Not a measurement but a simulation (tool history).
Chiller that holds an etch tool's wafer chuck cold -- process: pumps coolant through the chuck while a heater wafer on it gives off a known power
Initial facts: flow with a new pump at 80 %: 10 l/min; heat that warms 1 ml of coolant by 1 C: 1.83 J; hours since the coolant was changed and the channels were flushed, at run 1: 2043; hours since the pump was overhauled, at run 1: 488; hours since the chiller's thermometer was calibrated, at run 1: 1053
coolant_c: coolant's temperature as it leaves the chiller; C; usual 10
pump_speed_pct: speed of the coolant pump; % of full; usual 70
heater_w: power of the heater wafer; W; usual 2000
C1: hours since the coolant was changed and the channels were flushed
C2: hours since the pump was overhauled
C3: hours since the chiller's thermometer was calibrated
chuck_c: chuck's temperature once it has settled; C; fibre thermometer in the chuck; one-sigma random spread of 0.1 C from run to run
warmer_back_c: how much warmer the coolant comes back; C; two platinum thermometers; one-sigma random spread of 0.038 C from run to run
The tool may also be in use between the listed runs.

{"run": 1, "hour": 0.0, "coolant_c": 10, "pump_speed_pct": 70, "heater_w": 2000, "C1": 2043, "C2": 488, "C3": 1053, "chuck_c": 30.0, "warmer_back_c": 7.55}
{"run": 2, "hour": 24.1, "coolant_c": 10, "pump_speed_pct": 70, "heater_w": 2000, "C1": 2067, "C2": 512, "C3": 1077, "chuck_c": 30.1, "warmer_back_c": 7.55}
{"run": 3, "hour": 57.2, "coolant_c": 10, "pump_speed_pct": 70, "heater_w": 2000, "C1": 2100, "C2": 545, "C3": 1110, "chuck_c": 30.0, "warmer_back_c": 7.55}
{"run": 4, "hour": 82.5, "coolant_c": 10, "pump_speed_pct": 70, "heater_w": 2000, "C1": 2125, "C2": 570, "C3": 1135, "chuck_c": 30.0, "warmer_back_c": 7.53}
{"run": 5, "hour": 107.8, "coolant_c": 10, "pump_speed_pct": 70, "heater_w": 2000, "C1": 2150, "C2": 596, "C3": 1161, "chuck_c": 29.9, "warmer_back_c": 7.42}
{"run": 6, "hour": 133.9, "coolant_c": 10, "pump_speed_pct": 70, "heater_w": 2000, "C1": 2177, "C2": 622, "C3": 1187, "chuck_c": 30.1, "warmer_back_c": 7.48}
{"run": 7, "hour": 168.9, "coolant_c": 10, "pump_speed_pct": 70, "heater_w": 2000, "C1": 2212, "C2": 657, "C3": 1222, "chuck_c": 30.2, "warmer_back_c": 7.44}
{"run": 8, "hour": 212.7, "coolant_c": 10, "pump_speed_pct": 70, "heater_w": 2022, "C1": 2255, "C2": 701, "C3": 1266, "chuck_c": 30.4, "warmer_back_c": 7.51}
{"run": 9, "hour": 233.3, "coolant_c": 10, "pump_speed_pct": 70, "heater_w": 2022, "C1": 2276, "C2": 721, "C3": 1286, "chuck_c": 30.5, "warmer_back_c": 7.54}
{"run": 10, "hour": 252.3, "coolant_c": 10, "pump_speed_pct": 70, "heater_w": 2022, "C1": 2295, "C2": 740, "C3": 1305, "chuck_c": 30.3, "warmer_back_c": 7.53}
{"run": 11, "hour": 291.8, "coolant_c": 10, "pump_speed_pct": 77, "heater_w": 1361, "C1": 2334, "C2": 780, "C3": 1345, "chuck_c": 22.9, "warmer_back_c": 4.46}
{"run": 12, "hour": 326.1, "coolant_c": 10, "pump_speed_pct": 77, "heater_w": 1096, "C1": 2369, "C2": 814, "C3": 1379, "chuck_c": 20.4, "warmer_back_c": 3.54}
{"run": 13, "hour": 359.0, "coolant_c": 10, "pump_speed_pct": 77, "heater_w": 1096, "C1": 2402, "C2": 847, "C3": 1412, "chuck_c": 20.3, "warmer_back_c": 3.53}
{"run": 14, "hour": 396.1, "coolant_c": 5, "pump_speed_pct": 92, "heater_w": 1292, "C1": 2439, "C2": 884, "C3": 1449, "chuck_c": 15.8, "warmer_back_c": 3.41}
{"run": 15, "hour": 416.0, "coolant_c": 5, "pump_speed_pct": 92, "heater_w": 1292, "C1": 2459, "C2": 904, "C3": 1469, "chuck_c": 15.8, "warmer_back_c": 3.51}
{"run": 16, "hour": 458.7, "coolant_c": 5, "pump_speed_pct": 75, "heater_w": 1013, "C1": 2501, "C2": 946, "C3": 1512, "chuck_c": 14.7, "warmer_back_c": 3.35}
{"run": 17, "hour": 482.4, "coolant_c": 18, "pump_speed_pct": 75, "heater_w": 1013, "C1": 2525, "C2": 970, "C3": 1535, "chuck_c": 27.8, "warmer_back_c": 3.32}
{"run": 18, "hour": 521.0, "coolant_c": 10, "pump_speed_pct": 70, "heater_w": 1173, "C1": 2564, "C2": 1009, "C3": 1574, "chuck_c": 21.8, "warmer_back_c": 4.17}
{"run": 19, "hour": 555.4, "coolant_c": 10, "pump_speed_pct": 70, "heater_w": 1463, "C1": 2598, "C2": 1043, "C3": 1608, "chuck_c": 24.7, "warmer_back_c": 5.21}
{"run": 20, "hour": 594.3, "coolant_c": 10, "pump_speed_pct": 70, "heater_w": 1718, "C1": 2637, "C2": 1082, "C3": 1647, "chuck_c": 27.2, "warmer_back_c": 6.22}

Predict each of these 4 candidate next runs independently; none follows another, all start after run 20:
{"run": "A", "hour": 619.6, "coolant_c": 10, "pump_speed_pct": 70, "heater_w": 1053, "C1": 2662, "C2": 1107, "C3": 1672, "chuck_c": "?", "warmer_back_c": "?"}
{"run": "B", "hour": 619.6, "coolant_c": 6, "pump_speed_pct": 70, "heater_w": 1935, "C1": 2662, "C2": 1107, "C3": 1672, "chuck_c": "?", "warmer_back_c": "?"}
{"run": "C", "hour": 619.6, "coolant_c": 10, "pump_speed_pct": 76, "heater_w": 1417, "C1": 2662, "C2": 1107, "C3": 1672, "chuck_c": "?", "warmer_back_c": "?"}
{"run": "D", "hour": 619.6, "coolant_c": 10, "pump_speed_pct": 70, "heater_w": 2524, "C1": 2662, "C2": 1107, "C3": 1672, "chuck_c": "?", "warmer_back_c": "?"}

run=A chuck_c=20.6 warmer_back_c=3.66
run=B chuck_c=25.5 warmer_back_c=7.03
run=C chuck_c=23.4 warmer_back_c=4.56
run=D chuck_c=35.2 warmer_back_c=9.26
Without the tool's hidden state the same runs would have given:
run=A chuck_c=20.6 warmer_back_c=3.98
run=B chuck_c=25.5 warmer_back_c=7.35
run=C chuck_c=23.4 warmer_back_c=4.87
run=D chuck_c=35.2 warmer_back_c=9.57
